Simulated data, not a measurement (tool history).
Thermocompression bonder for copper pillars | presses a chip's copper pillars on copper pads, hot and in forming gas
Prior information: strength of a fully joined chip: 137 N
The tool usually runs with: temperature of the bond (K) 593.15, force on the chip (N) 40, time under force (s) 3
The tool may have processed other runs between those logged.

run,day,temperature of the bond (K),force on the chip (N),time under force (s),force that shears a chip off (N)
1,0.000,593.15,40,3,89.1
2,0.592,593.15,40,3,89.4
3,1.021,606.15,40,3,98.5
4,1.404,606.15,40,3,96.5
5,1.808,593.15,40,3,87.4
6,2.321,593.15,40,3,90.0
7,2.917,593.15,40,3,90.3
8,3.321,593.15,40,3,89.9
9,3.929,593.15,38,3,87.1
10,4.562,593.15,40,3,86.8
11,4.954,593.15,40,3,88.7
12,5.796,593.15,58,3,100.4
13,6.200,593.15,40,5,99.8
14,6.650,593.15,40,5,99.1
15,7.112,593.15,40,5,100.9
16,7.600,593.15,40,3,89.3
17,8.017,593.15,40,3,86.7
18,8.533,593.15,40,3,87.2
19,9.229,593.15,40,3,87.8
20,10.017,593.15,40,3,87.1
21,10.492,593.15,40,3,86.6
# day 10.592: force cell calibrated
22,11.442,593.15,29,2,66.6

Run 23, settings as shown, results not yet in. Your forecast:
23,12.271,579.15,40,3,?

{"run 23": {"force that shears a chip off (N)": 76.3}}
With no hidden state in the tool, this same run would have given force that shears a chip off (N) 82.6.

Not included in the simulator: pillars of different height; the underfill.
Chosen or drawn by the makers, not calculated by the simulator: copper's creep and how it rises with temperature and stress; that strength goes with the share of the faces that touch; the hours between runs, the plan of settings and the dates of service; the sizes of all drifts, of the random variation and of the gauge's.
